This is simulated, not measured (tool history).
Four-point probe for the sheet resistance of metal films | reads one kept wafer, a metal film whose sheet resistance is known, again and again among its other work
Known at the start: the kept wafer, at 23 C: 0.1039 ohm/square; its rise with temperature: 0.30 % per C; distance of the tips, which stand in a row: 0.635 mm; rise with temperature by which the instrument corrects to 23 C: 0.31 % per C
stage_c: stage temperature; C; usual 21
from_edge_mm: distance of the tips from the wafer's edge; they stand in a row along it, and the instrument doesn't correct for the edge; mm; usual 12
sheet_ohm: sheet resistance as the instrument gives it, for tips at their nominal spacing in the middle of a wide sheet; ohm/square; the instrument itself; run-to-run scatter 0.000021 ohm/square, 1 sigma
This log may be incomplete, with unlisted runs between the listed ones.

| run | hour | stage_c | from_edge_mm | sheet_ohm |
|---|---|---|---|---|
| 1 | 0.0 | 21 | 12 | 0.104006 |
| 2 | 24.4 | 21 | 12 | 0.103994 |
| 3 | 40.6 | 21 | 12 | 0.104003 |
| 4 | 56.0 | 21 | 4 | 0.105233 |
| 5 | 82.5 | 21 | 42 | 0.103875 |
| 6 | 98.6 | 21 | 22 | 0.103938 |
| 7 | 112.1 | 21 | 22 | 0.103928 |
| 8 | 124.4 | 21 | 22 | 0.103947 |
| 9 | 138.0 | 21 | 12 | 0.104054 |
| 10 | 154.4 | 21 | 12 | 0.104020 |
| 11 | 179.4 | 21 | 12 | 0.104027 |
| 12 | 194.2 | 21 | 12 | 0.104021 |
| 13 | 216.4 | 21 | 10 | 0.104110 |
| 14 | 241.7 | 21 | 10 | 0.104092 |
| 15 | 257.4 | 21 | 63 | 0.103892 |
| 16 | 277.6 | 32 | 12 | 0.103952 |
| 17 | 293.7 | 21 | 12 | 0.104058 |
| 18 | 320.2 | 21 | 12 | 0.104075 |
| 19 | 340.7 | 21 | 12 | 0.104043 |
| 20 | 354.6 | 21 | 12 | 0.104060 |
| 21 | 374.4 | 22 | 12 | 0.104056 |
| 22 | 396.5 | 19 | 12 | 0.104087 |
| 23 | 414.9 | 19 | 12 | 0.104097 |
|  | 417.5 | stage's thermometer calibrated |
| 24 | 438.5 | 19 | 11 | 0.104146 |
| 25 | 457.2 | 19 | 11 | 0.104164 |
| 26 | 480.6 | 22 | 31 | 0.103973 |
| 27 | 495.7 | 25 | 20 | 0.103964 |
|  | 512.3 | stage's thermometer calibrated, once more |
| 28 | 518.7 | 25 | 20 | 0.103913 |
| 29 | 539.5 | 21 | 9 | 0.104128 |
| 30 | 565.0 | 27 | 12 | 0.103974 |
| 31 | 579.7 | 27 | 12 | 0.103971 |
| 32 | 594.3 | 21 | 5 | 0.104771 |
| 33 | 613.7 | 22 | 51 | 0.103870 |
| 34 | 630.6 | 22 | 51 | 0.103938 |
| 35 | 648.7 | 28 | 65 | 0.103837 |
| 36 | 670.3 | 28 | 65 | 0.103855 |
| 37 | 688.0 | 28 | 65 | 0.103875 |
| 38 | 702.1 | 26 | 65 | 0.103885 |
| 39 | 724.6 | 26 | 65 | 0.103899 |
| 40 | 750.4 | 31 | 3 | 0.106261 |
| 41 | 763.0 | 21 | 6 | 0.104493 |
| 42 | 777.7 | 21 | 6 | 0.104536 |
| 43 | 792.9 | 21 | 6 | 0.104567 |
| 44 | 818.3 | 22 | 9 | 0.104218 |
| 45 | 834.6 | 21 | 7 | 0.104406 |
| 46 | 859.0 | 24 | 19 | 0.103980 |

Alternative continuations, all from the tool just after run 46; predict every row:
| A | 882.6 | 22 | 3 | ? |
| B | 882.6 | 21 | 9 | ? |
| C | 882.6 | 28 | 3 | ? |

| run | sheet_ohm |
|---|---|
| A | 0.106399 |
| B | 0.104213 |
| C | 0.106339 |
Take away the tool's hidden state, keep each run's random variation, and the runs would have read:
| run | sheet_ohm |
|---|---|
| A | 0.106371 |
| B | 0.104186 |
| C | 0.106312 |
